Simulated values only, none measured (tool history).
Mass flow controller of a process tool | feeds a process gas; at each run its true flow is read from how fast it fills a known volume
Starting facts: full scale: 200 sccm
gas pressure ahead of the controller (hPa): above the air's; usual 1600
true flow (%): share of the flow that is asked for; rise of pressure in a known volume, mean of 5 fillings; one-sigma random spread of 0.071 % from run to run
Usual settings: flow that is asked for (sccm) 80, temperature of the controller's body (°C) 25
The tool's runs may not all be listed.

run,hour,flow that is asked for (sccm),gas pressure ahead of the controller (hPa),temperature of the controller's body (°C),true flow (%)
1,0,80,1600,25,99.79
2,226.1,80,1600,25,99.87
3,590.8,102,1600,25,100.09
4,934.2,102,1600,25,100.03
5,1300,102,1600,25,100.24
6,1819.5,102,1600,25,100.33
7,2246.7,80,1600,22,100.69
8,2700.9,80,1600,22,100.88
9,2972.1,80,1600,22,100.87
10,3417.6,80,1600,22,101.1
11,3820.8,80,1600,31,100.42
12,4052.3,33,1600,25,100.75
13,4368.6,33,1600,25,100.86
14,4892.4,33,1600,25,101.01
15,5121.7,33,1600,25,100.99
16,5534.2,33,1600,25,101.13
17,5917.3,33,1600,25,101.33
18,6248.6,33,1600,25,101.38
19,6477.3,80,1600,32,100.97
# hour 6708.6: gauge calibrated
20,6733.9,80,1600,32,99.23
21,7192.8,80,1600,32,99.42
22,7545.6,80,1600,21,100.47
23,7761.7,80,1600,21,100.44
# hour 8029.6: controller's zero set anew
24,8144.3,80,1600,25,100.17
25,8581.5,31,1960,25,100.03
26,8880.6,26,1690,25,100.1
27,9375.7,26,1450,21,100.77
28,9608.7,80,1600,23,100.89
29,10120.9,80,2630,20,100.91
30,10500.6,26,2630,27,100.19
31,11028.1,26,2630,27,100.32
32,11328.6,26,2630,27,100.39
33,11783.4,170,1600,25,101.59
34,12058.6,170,1560,23,101.76
# hour 12375.4: controller exchanged for a calibrated one
35,12421,26,1450,23,101.51
36,12638.3,67,1910,27,101.01
37,13004.8,67,1910,27,101.31
38,13432.4,80,1770,28,101.31
39,13791.3,36,2700,31,100.77
40,14268,25,1450,25,101.8
41,14682.9,25,1450,25,102.05
42,15152.6,80,2160,35,101.18
43,15407,80,2220,33,101.22
44,15703.6,80,2220,33,101.38
45,15942.8,134,2790,33,101.53
46,16193.8,134,2790,33,101.52
47,16452.9,134,2790,33,101.61

Run by run, hidden condition taken away, random variation retained:
The tool's hidden condition here consists of: flow at rest that the sensor doesn't see, % of full scale; true flow over the shown one, %; drift of the gauge itself on true_pct, %.
run,true flow (%)
1,99.78
2,99.79
3,99.91
4,99.76
5,99.86
6,99.81
7,100.04
8,100.1
9,100.02
10,100.12
11,99.34
12,99.59
13,99.61
14,99.61
15,99.53
16,99.56
17,99.65
18,99.6
19,99.14
20,99.2
21,99.26
22,100.21
23,100.12
24,99.76
25,99.49
26,99.48
27,100
28,100.06
29,99.94
30,99.11
31,99.1
32,99.08
33,100.14
34,100.24
35,99.91
36,99.36
37,99.55
38,99.43
39,98.81
40,99.68
41,99.81
42,98.84
43,98.81
44,98.88
45,98.96
46,98.89
47,98.91

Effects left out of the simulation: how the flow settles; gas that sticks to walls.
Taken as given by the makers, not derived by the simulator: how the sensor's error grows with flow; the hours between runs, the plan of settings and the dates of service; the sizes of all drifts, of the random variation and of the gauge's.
